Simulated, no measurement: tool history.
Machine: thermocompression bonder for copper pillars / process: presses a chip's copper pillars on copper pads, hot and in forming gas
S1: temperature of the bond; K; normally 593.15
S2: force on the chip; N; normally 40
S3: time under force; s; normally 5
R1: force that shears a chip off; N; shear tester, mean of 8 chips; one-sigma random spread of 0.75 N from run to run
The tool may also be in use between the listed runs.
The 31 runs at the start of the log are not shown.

run   hour      S1  S2  S3    R1
 32  323.2  616.15  26   4  38.6
     325.8  -- forming gas filter changed
 33  332.3  616.15  26   4  39.9
 34    345  593.15  37   3  43.8
 35  358.5  593.15  37   3    43
 36  371.1  593.15  37   3  43.6
 37  377.1  616.15  43   5  62.4
 38  384.4  587.15  40   5  50.6
 39  397.1  587.15  40   5  50.5
 40  403.3  587.15  40   5  51.9

Branching from run 40: 4 alternative next runs. What would each branch give?
  A  415.5  563.15  25   5   ?
  B  415.5  588.15  40   5   ?
  C  415.5  593.15  40   5   ?
  D  415.5  576.15  39   4   ?

run    R1
  A  25.7
  B  51.3
  C  53.1
  D  43.7
Without the tool's hidden state the same runs would have given:
run    R1
  A    27
  B  53.8
  C  55.7
  D  45.9
